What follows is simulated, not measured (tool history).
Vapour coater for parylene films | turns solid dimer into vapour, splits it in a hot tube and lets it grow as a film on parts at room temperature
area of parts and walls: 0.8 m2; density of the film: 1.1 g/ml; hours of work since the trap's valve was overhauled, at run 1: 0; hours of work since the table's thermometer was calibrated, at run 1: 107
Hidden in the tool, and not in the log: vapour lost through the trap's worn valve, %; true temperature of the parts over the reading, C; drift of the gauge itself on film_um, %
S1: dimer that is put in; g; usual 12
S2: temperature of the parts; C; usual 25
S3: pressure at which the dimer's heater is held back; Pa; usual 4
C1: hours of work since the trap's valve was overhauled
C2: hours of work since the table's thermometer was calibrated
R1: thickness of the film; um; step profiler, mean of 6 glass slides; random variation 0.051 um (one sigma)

run,hour,S1,S2,S3,C1,C2,R1
1,0,12,25,4,0,107,8.13
2,10.4,12,25,4,6,114,8.13
3,26.4,12,28,4,16,124,7.64
4,38.6,12,28,4,24,131,7.6
5,54,12,28,4,34,141,7.68
6,62.3,12,25,4,39,146,8.07
7,72.1,12,25,4,45,152,8.25
8,88.2,19,25,4,55,162,13
9,101.7,12,25,5.32,63,171,7.81
10,109.8,12,25,5.32,68,176,7.77
11,118.2,12,25,5.32,74,181,7.76
12,132.2,12,25,5.32,82,190,7.81
13,142.1,12,25,4,89,196,8.14
14,157.4,12,25,11.51,98,205,6.74
15,173.5,12,25,6.71,108,216,7.44
16,183.6,12,25,6.71,114,222,7.53
17,195.5,12,25,2.28,122,229,9
18,205.4,12,25,2.28,128,235,8.9
19,218.2,12,25,2.28,136,243,8.91
20,231.4,10,33,4,144,252,5.7
21,240,15,20,11.44,150,257,9.45
22,254.5,15,20,11.44,159,266,9.55
23,268.4,15,25,4.53,167,275,10.01
24,276.3,8,25,4,172,280,5.41
25,288,12,29,4,179,287,7.41
26,304.3,6,36,3.64,190,297,3.2
27,317.3,8,31,4,198,305,4.76
28,328.5,8,25,5.98,205,312,5.02
29,335.5,9,33,5.98,209,316,4.76
30,348.1,9,33,5.98,217,324,4.76
31,358,9,33,2.54,223,330,5.48
32,371.3,11,25,3.78,231,339,7.49
33,387.3,5,29,4,241,349,3.12
34,395.4,5,29,4,246,354,3.11
35,409.9,12,27,4,255,363,7.89
36,425.8,6,24,8.06,265,373,3.75
37,435.6,12,25,4.24,271,379,8.14

Forecast each of these 5 alternatives for the next run:
A,448.9,12,17,4.75,280,387,?
B,448.9,12,29,4,280,387,?
C,448.9,8,28,7.36,280,387,?
D,448.9,20,27,4.24,280,387,?
E,448.9,8,33,4.24,280,387,?

run,R1
A,9.42
B,7.44
C,4.53
D,12.9
E,4.52
Without the tool's hidden state the same runs would have given:
run,R1
A,9.43
B,7.45
C,4.54
D,12.92
E,4.52
